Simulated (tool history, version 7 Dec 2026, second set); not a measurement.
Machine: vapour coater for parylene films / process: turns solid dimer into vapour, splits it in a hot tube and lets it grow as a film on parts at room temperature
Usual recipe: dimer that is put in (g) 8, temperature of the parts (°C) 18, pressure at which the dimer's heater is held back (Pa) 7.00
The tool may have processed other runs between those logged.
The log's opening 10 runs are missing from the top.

run     day  dimer that is put in (g)  temperature of the parts (°C)  pressure at which the dimer's heater is held back (Pa)  thickness of the film (µm)
 11   5.521                         8                             18                                                    7.00                        1.53
 12   6.288                         8                             18                                                    7.00                        1.57
 13   7.029                         8                             18                                                    7.00                        1.53
 14   7.821                         8                             14                                                    7.00                        1.78
 15   8.179                         8                             14                                                    3.85                        2.04
 16   8.604                         8                             14                                                    3.85                        2.06
 17   9.008                         8                             22                                                    7.00                        1.33
 18   9.512                         7                             10                                                    7.00                        1.78
 19  10.079                         7                             10                                                    7.00                        1.77
 20  10.442                         8                             18                                                    7.00                        1.52
 21  10.817                         5                             16                                                    9.89                        0.96
 22  11.275                        14                             16                                                    2.78                        3.58
 23  11.717                         9                             23                                                    2.29                        1.88
 24  12.400                         8                             13                                                    3.33                        2.19
 25  12.771                         8                             13                                                    3.33                        2.16
 26  13.483                         8                             13                                                    3.33                        2.23
 27  13.854                         8                             18                                                    9.16                        1.42
 28  14.592                         8                             18                                                    9.16                        1.43
 29  15.221                         9                             30                                                   11.57                        0.97
 30  15.846                        12                             18                                                    2.24                        3.03
 31  16.358                        12                             18                                                    2.24                        3.02
 32  17.067                         7                             18                                                    2.25                        1.74
 33  17.546                         3                             18                                                    5.57                        0.61

What if the next run were any one of these 5? Each begins from the tool's condition after run 33:
  A  18.271                         5                             20                                                    5.81                           ?
  B  18.271                         8                             18                                                    4.22                           ?
  C  18.271                         8                             18                                                    4.08                           ?
  D  18.271                         8                             27                                                    7.00                           ?
  E  18.271                         5                             18                                                    7.00                           ?

run  thickness of the film (µm)
  A                        0.95
  B                        1.73
  C                        1.79
  D                        1.09
  E                        0.97
The same runs, with their run-to-run variation unchanged, on a tool lacking any hidden condition would have given:
run  thickness of the film (µm)
  A                        0.95
  B                        1.74
  C                        1.80
  D                        1.10
  E                        0.98
